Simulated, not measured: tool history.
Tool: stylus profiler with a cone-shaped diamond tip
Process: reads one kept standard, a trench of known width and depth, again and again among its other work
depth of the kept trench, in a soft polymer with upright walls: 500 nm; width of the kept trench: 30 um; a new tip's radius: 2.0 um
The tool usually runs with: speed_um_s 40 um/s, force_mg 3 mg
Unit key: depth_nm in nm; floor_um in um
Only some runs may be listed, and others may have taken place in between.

run    hour  speed_um_s  force_mg  depth_nm  floor_um
  1       0          40         3    505.76      26.8
  2      57          40         3    505.77     26.74
  3   116.8          40       1.7    504.17     26.67
  4   162.6          40      4.19    507.19     26.76
  5   237.9          87         3     505.9     26.58
  6   309.3          40      7.14    510.13     26.63
  7   398.6          40         3    506.16     26.58
  8   447.9          40         3    506.05      26.5
  9   538.3          40         3    506.03     26.57
 10   623.7          40         3    506.23     26.47
 11   705.2          40         3    506.29     26.47
 12   748.3          40         3    506.38     26.39
      764.5  -- height scale calibrated on a step standard
 13   821.2          32         3    505.44     26.41
 14   887.8          40         3    505.38     26.36
 15   958.9          40         3    505.51     26.36
 16  1026.2          40         3    505.58     26.31
 17    1108          24         3    505.62     26.19
 18  1177.6          24         3    505.76     26.26
 19  1248.6          24         3    505.77     26.23
 20  1329.8          24         3    505.74     26.22
 21  1396.6          24         3    505.94     26.13
 22  1491.9          28      7.63    510.38     26.16
 23  1568.9          28      7.63    510.45     26.13
 24  1627.3          28      7.63    510.33     26.04
 25  1676.8          28      7.63     510.5     26.05
 26  1721.4          12      2.19    505.15     26.03
     1780.2  -- new tip fitted, height scale calibrated
 27  1811.4          49      1.79     503.6     27.25
 28  1886.9          40      2.65    504.68     27.25
 29  1963.9          40      2.65    504.84      27.2
 30  2054.9          32      1.56    503.43     27.18
 31    2104          32      6.81    509.15     27.15
 32  2172.1          25         3    505.33     27.14
 33    2259         136      8.28    510.31     26.98

The next listed run, before its measurement:
 34  2299.4         136      8.28         ?         ?

depth_nm: 510.42 nm
floor_um: 26.89 um
On a tool with no hidden condition, and with the same random variation, this run would have come out at depth_nm 510.17 nm, floor_um 27.16 um.

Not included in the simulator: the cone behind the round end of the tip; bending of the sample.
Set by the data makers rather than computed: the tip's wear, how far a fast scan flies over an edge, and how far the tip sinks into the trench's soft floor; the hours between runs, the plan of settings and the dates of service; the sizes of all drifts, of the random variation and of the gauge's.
